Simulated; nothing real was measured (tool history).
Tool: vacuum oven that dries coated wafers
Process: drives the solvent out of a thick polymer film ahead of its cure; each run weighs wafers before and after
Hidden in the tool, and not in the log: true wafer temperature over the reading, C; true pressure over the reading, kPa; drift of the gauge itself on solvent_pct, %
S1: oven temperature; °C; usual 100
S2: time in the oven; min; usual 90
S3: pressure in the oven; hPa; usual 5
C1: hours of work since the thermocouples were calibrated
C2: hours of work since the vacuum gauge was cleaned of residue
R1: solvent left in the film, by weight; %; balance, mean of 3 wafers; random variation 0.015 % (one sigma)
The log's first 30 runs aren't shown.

Run 31, hour 447.3: usual settings but S1 90 °C, S2 83 min, S3 3.14 hPa; C1 64; C2 259. Result: R1 3.1 %.
Run 32, hour 462.3: usual settings but S1 90 °C, S2 83 min, S3 3.14 hPa; C1 70; C2 265. Result: R1 3.11 %.
Run 33, hour 483.2: usual settings but S1 107 °C, S2 83 min, S3 3.99 hPa; C1 79; C2 274. Result: R1 0.53 %.
Run 34, hour 497: usual settings but S3 3.04 hPa; C1 85; C2 280. Result: R1 0.93 %.
Run 35, hour 511.1: usual settings but S1 114 °C, S3 2.77 hPa; C1 92; C2 287. Result: R1 0.25 %.
Run 36, hour 523.8: usual settings but S2 55 min, S3 2.99 hPa; C1 97; C2 292. Result: R1 2.23 %.
Run 37, hour 545.3: usual settings but S2 85 min, S3 2.99 hPa; C1 107; C2 302. Result: R1 1.03 %.
Run 38, hour 556.6: usual settings but S2 143 min, S3 6.23 hPa; C1 112; C2 307. Result: R1 0.79 %.
Run 39, hour 565.5: usual settings but S1 93 °C, S2 143 min, S3 6.23 hPa; C1 115; C2 311. Result: R1 1.37 %.
Run 40, hour 586.3: usual settings but S1 98 °C, S2 48 min, S3 4.94 hPa; C1 125; C2 320. Result: R1 3.4 %.
Run 41, hour 607.7: usual settings but S1 98 °C, S2 48 min, S3 4.94 hPa; C1 134; C2 329. Result: R1 3.39 %.
Run 42, hour 627.3: usual settings but S2 123 min; C1 143; C2 338. Result: R1 0.73 %.
Run 43, hour 639.9: usual settings but S1 113 °C, S2 80 min, S3 5.56 hPa; C1 148; C2 343. Result: R1 0.44 %.
Run 44, hour 658.4: usual settings but S1 90 °C, S2 62 min, S3 4.95 hPa; C1 156; C2 351. Result: R1 4.52 %.
Run 45, hour 678.9: usual settings but S1 90 °C, S2 62 min, S3 4.95 hPa; C1 165; C2 360. Result: R1 4.5 %.
Run 46, hour 698.5: usual settings but S1 92 °C, S2 62 min, S3 4.95 hPa; C1 174; C2 369. Result: R1 3.96 %.
Run 47, hour 717.5: usual settings but S1 89 °C, S2 74 min, S3 4.95 hPa; C1 182; C2 377. Result: R1 4.1 %.

Forecast each of these 3 alternatives for the next run:
Run A, hour 730.9: usual settings but S1 96 °C, S2 86 min, S3 16.71 hPa; C1 188; C2 383. Result: R1 ?.
Run B, hour 730.9: usual settings but S1 99 °C, S2 74 min, S3 5.97 hPa; C1 188; C2 383. Result: R1 ?.
Run C, hour 730.9: usual settings but S1 95 °C, S2 56 min, S3 17.51 hPa; C1 188; C2 383. Result: R1 ?.

run    R1
  A  3.02
  B  1.75
  C   4.7
Without the tool's hidden state the same runs would have given:
run    R1
  A  3.01
  B  1.73
  C  4.74
